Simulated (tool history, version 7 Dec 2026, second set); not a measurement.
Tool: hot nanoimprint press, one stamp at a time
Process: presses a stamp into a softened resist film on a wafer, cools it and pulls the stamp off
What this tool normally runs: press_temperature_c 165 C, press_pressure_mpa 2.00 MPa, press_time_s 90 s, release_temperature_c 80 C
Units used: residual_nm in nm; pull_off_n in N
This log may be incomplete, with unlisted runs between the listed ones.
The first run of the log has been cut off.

run,hour,press_temperature_c,press_pressure_mpa,press_time_s,release_temperature_c,residual_nm,pull_off_n
2,15.4,165,2.00,90,80,224.3,242
3,22.7,156,2.00,90,80,363.4,239
4,35.1,165,2.00,90,80,225.4,239
5,42.6,165,2.00,90,80,224.7,243
6,55.0,165,2.00,90,80,221.3,242
7,65.9,162,2.00,90,80,268.6,234
8,74.7,165,2.00,49,80,275.2,241
# hour 82.3: plate thermocouple calibrated
9,87.7,165,2.00,76,80,235.2,238
10,97.7,165,1.31,90,80,271.2,239
11,109.3,165,2.00,54,80,263.8,238
12,122.4,165,2.00,46,80,277.9,236
13,138.6,165,2.00,59,80,255.8,238
14,152.7,165,2.00,59,80,257.0,238
15,161.4,165,2.00,59,80,255.0,239
16,170.9,170,1.43,79,66,206.9,304
17,184.7,170,1.43,79,66,206.1,300
18,200.2,165,2.00,102,76,210.5,253

Estimate the outcome of run 19 from the log above:
19,208.1,163,2.00,162,80,?,?

{"run 19": {"residual_nm": 200.5, "pull_off_n": 241}}
Were there no unlogged condition in the tool, this run, its random variation unchanged, would have produced residual_nm 203.6 nm, pull_off_n 241 N.
